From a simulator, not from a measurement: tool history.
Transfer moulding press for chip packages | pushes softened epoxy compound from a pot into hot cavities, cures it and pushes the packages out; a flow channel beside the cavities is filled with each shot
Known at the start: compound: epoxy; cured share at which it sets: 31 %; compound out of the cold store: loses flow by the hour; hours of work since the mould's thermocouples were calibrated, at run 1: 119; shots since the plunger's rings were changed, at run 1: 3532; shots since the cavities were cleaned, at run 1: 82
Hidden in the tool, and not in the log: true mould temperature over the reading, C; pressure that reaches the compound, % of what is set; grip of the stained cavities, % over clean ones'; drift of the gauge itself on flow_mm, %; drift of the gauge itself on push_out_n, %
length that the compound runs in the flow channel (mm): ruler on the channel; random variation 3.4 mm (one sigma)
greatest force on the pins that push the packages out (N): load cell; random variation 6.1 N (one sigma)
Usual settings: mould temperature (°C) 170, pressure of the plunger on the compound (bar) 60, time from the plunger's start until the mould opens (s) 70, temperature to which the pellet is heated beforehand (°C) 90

| run | hour | mould temperature (°C) | pressure of the plunger on the compound (bar) | time from the plunger's start until the mould opens (s) | temperature to which the pellet is heated beforehand (°C) | hours of work since the mould's thermocouples were calibrated | shots since the plunger's rings were changed | shots since the cavities were cleaned | incoming compound's hours out of the cold store | length that the compound runs in the flow channel (mm) | greatest force on the pins that push the packages out (N) |
|---|---|---|---|---|---|---|---|---|---|---|---|
| 1 | 0 | 170 | 60 | 70 | 90 | 119 | 3532 | 82 | 31.4 | 511 | 245 |
| 2 | 21.4 | 170 | 60 | 70 | 90 | 136 | 3888 | 438 | 38.5 | 486 | 307 |
|  | 47.6 | cavities cleaned with cleaning compound and waxed |
| 3 | 66.1 | 170 | 60 | 70 | 90 | 170 | 4608 | 308 | 41.3 | 473 | 301 |
|  | 79 | plunger's sealing rings changed |
| 4 | 90.2 | 170 | 60 | 70 | 90 | 187 | 186 | 668 | 37.4 | 523 | 346 |
|  | 102.6 | cavities cleaned with cleaning compound and waxed |
| 5 | 111.5 | 170 | 60 | 70 | 90 | 202 | 517 | 149 | 25.1 | 559 | 279 |
| 6 | 142.3 | 170 | 60 | 70 | 90 | 227 | 1030 | 662 | 8.6 | 606 | 377 |
|  | 153.8 | cavities cleaned with cleaning compound and waxed |
| 7 | 170.5 | 170 | 60 | 70 | 93 | 248 | 1475 | 278 | 11.9 | 592 | 308 |
|  | 206.4 | cavities cleaned with cleaning compound and waxed |
| 8 | 210.4 | 170 | 60 | 70 | 93 | 278 | 2115 | 68 | 12.1 | 581 | 262 |
| 9 | 254.9 | 170 | 60 | 70 | 93 | 313 | 2856 | 809 | 37 | 499 | 368 |
|  | 260.2 | cavities cleaned with cleaning compound and waxed |
| 10 | 285.4 | 170 | 60 | 70 | 93 | 336 | 3339 | 420 | 13.7 | 566 | 345 |
|  | 310.6 | cavities cleaned with cleaning compound and waxed |
| 11 | 326.4 | 170 | 60 | 70 | 93 | 367 | 3998 | 263 | 10.9 | 573 | 304 |
|  | 361.5 | cavities cleaned with cleaning compound and waxed |
|  | 375.7 | plunger's sealing rings changed |
| 12 | 375.7 | 170 | 60 | 70 | 93 | 402 | 0 | 194 | 24.1 | 570 | 275 |
| 13 | 401 | 170 | 60 | 101 | 90 | 422 | 423 | 617 | 23.7 | 565 | 241 |
|  | 416.4 | cavities cleaned with cleaning compound and waxed |
| 14 | 439.5 | 170 | 69.4 | 51 | 90 | 452 | 1039 | 384 | 40.7 | 547 | 659 |
|  | 444 | mould's thermocouples calibrated |
|  | 470.9 | cavities cleaned with cleaning compound and waxed |
| 15 | 485.4 | 170 | 69.4 | 51 | 90 | 31 | 1745 | 240 | 32.6 | 565 | 620 |
| 16 | 506.8 | 170 | 67.6 | 52 | 80 | 48 | 2103 | 598 | 44.5 | 521 | 715 |
|  | 521.9 | cavities cleaned with cleaning compound and waxed |
| 17 | 545.4 | 169 | 69.5 | 101 | 94 | 77 | 2720 | 390 | 34.2 | 552 | 241 |
|  | 575.2 | cavities cleaned with cleaning compound and waxed |
| 18 | 586.7 | 170 | 60 | 70 | 87 | 109 | 3385 | 192 | 25.9 | 529 | 273 |
|  | 627.1 | cavities cleaned with cleaning compound and waxed |
| 19 | 631.9 | 170 | 60 | 70 | 87 | 143 | 4113 | 80 | 45.1 | 473 | 227 |
| 20 | 668 | 164 | 60 | 70 | 90 | 172 | 4714 | 681 | 13.3 | 562 | 512 |
|  | 673.5 | plunger's sealing rings changed |
|  | 680.9 | cavities cleaned with cleaning compound and waxed |
|  | 709.4 | mould's thermocouples calibrated, once more |
| 21 | 718.6 | 172 | 64.3 | 70 | 90 | 7 | 694 | 595 | 44.7 | 520 | 325 |
|  | 736.4 | cavities cleaned with cleaning compound and waxed |
| 22 | 753 | 170 | 58.2 | 70 | 90 | 33 | 1242 | 276 | 22.1 | 557 | 317 |
| 23 | 771.5 | 170 | 55.5 | 70 | 90 | 48 | 1550 | 584 | 21.8 | 539 | 369 |
|  | 787.1 | cavities cleaned with cleaning compound and waxed |
| 24 | 813.4 | 169 | 55.5 | 95 | 90 | 79 | 2224 | 438 | 29.1 | 523 | 250 |
|  | 838.2 | cavities cleaned with cleaning compound and waxed |
| 25 | 847.9 | 169 | 55.5 | 95 | 90 | 105 | 2774 | 161 | 8.8 | 574 | 194 |
| 26 | 872.2 | 164 | 67.2 | 77 | 90 | 125 | 3180 | 567 | 23.4 | 586 | 430 |

Forecast each of these 3 alternatives for the next run:
|  | 890.4 | cavities cleaned with cleaning compound and waxed |
| A | 908 | 170 | 60 | 51 | 90 | 152 | 3752 | 294 | 31.2 | ? | ? |
|  | 890.4 | cavities cleaned with cleaning compound and waxed |
| B | 908 | 168 | 52.5 | 77 | 97 | 152 | 3752 | 294 | 14.2 | ? | ? |
|  | 890.4 | cavities cleaned with cleaning compound and waxed |
| C | 908 | 170 | 52.4 | 70 | 90 | 152 | 3752 | 294 | 12.5 | ? | ? |

| run | length that the compound runs in the flow channel (mm) | greatest force on the pins that push the packages out (N) |
|---|---|---|
| A | 520 | 650 |
| B | 532 | 283 |
| C | 534 | 321 |
Without the tool's hidden state the same runs would have given:
| run | length that the compound runs in the flow channel (mm) | greatest force on the pins that push the packages out (N) |
|---|---|---|
| A | 560 | 489 |
| B | 573 | 214 |
| C | 575 | 242 |

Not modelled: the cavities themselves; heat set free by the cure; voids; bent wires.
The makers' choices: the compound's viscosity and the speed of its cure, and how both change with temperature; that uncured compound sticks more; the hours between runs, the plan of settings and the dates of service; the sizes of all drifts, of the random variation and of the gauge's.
